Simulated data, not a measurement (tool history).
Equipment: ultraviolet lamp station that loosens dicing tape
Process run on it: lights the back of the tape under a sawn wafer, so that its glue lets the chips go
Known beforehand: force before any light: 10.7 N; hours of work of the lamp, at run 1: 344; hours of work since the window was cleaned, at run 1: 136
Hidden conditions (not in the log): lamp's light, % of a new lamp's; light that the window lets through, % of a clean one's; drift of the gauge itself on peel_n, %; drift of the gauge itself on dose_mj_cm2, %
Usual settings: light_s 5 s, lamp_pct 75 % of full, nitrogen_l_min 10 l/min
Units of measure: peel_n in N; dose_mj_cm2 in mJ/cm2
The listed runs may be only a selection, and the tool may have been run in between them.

| run | day | light_s | lamp_pct | nitrogen_l_min | hours of work of the lamp | hours of work since the window was cleaned | peel_n | dose_mj_cm2 |
|---|---|---|---|---|---|---|---|---|
| 1 | 0.000 | 5 | 75 | 10 | 344 | 136 | 0.423 | 473 |
| 2 | 1.875 | 5 | 75 | 10 | 375 | 167 | 0.439 | 468 |
| 3 | 2.942 | 5 | 75 | 10 | 393 | 185 | 0.421 | 468 |
| 4 | 4.533 | 5 | 75 | 10 | 419 | 211 | 0.446 | 465 |
| 5 | 6.221 | 5 | 75 | 10 | 447 | 239 | 0.446 | 467 |
| 6 | 7.346 | 5 | 75 | 10 | 466 | 258 | 0.433 | 467 |
| 7 | 8.450 | 5 | 75 | 10 | 484 | 276 | 0.458 | 466 |
| 8 | 10.417 | 5 | 75 | 6 | 516 | 308 | 0.656 | 464 |
| 9 | 11.633 | 4 | 75 | 10 | 536 | 328 | 0.834 | 361 |
|  | 11.812 | window cleaned of glue's vapour |
| 10 | 13.212 | 4 | 75 | 10 | 562 | 23 | 0.885 | 353 |
| 11 | 14.458 | 4 | 75 | 10 | 583 | 44 | 0.877 | 353 |
| 12 | 16.183 | 5 | 94 | 10 | 611 | 72 | 0.292 | 546 |
| 13 | 17.638 | 5 | 94 | 10 | 635 | 96 | 0.297 | 543 |
| 14 | 18.608 | 10 | 76 | 3 | 651 | 112 | 0.204 | 873 |
|  | 19.242 | window cleaned of glue's vapour, once more |
| 15 | 20.317 | 5 | 75 | 5 | 679 | 18 | 0.736 | 453 |
| 16 | 22.217 | 3 | 75 | 10 | 710 | 49 | 1.491 | 276 |
| 17 | 23.542 | 5 | 75 | 17 | 732 | 71 | 0.363 | 449 |
| 18 | 24.988 | 5 | 75 | 17 | 756 | 95 | 0.360 | 452 |
| 19 | 26.492 | 4 | 64 | 4 | 781 | 120 | 1.864 | 309 |
| 20 | 27.975 | 5 | 92 | 10 | 805 | 144 | 0.286 | 550 |
| 21 | 29.762 | 5 | 92 | 18 | 835 | 174 | 0.230 | 544 |
| 22 | 31.375 | 5 | 92 | 18 | 861 | 200 | 0.224 | 538 |

What will run 23 give?
| 23 | 32.729 | 5 | 93 | 10 | 884 | 223 | ? | ? |

Run 23 produced peel_n 0.289 N, dose_mj_cm2 550 mJ/cm2.
If the tool had no hidden condition, the same run with the same run-to-run variation would have returned peel_n 0.188 N, dose_mj_cm2 653 mJ/cm2.

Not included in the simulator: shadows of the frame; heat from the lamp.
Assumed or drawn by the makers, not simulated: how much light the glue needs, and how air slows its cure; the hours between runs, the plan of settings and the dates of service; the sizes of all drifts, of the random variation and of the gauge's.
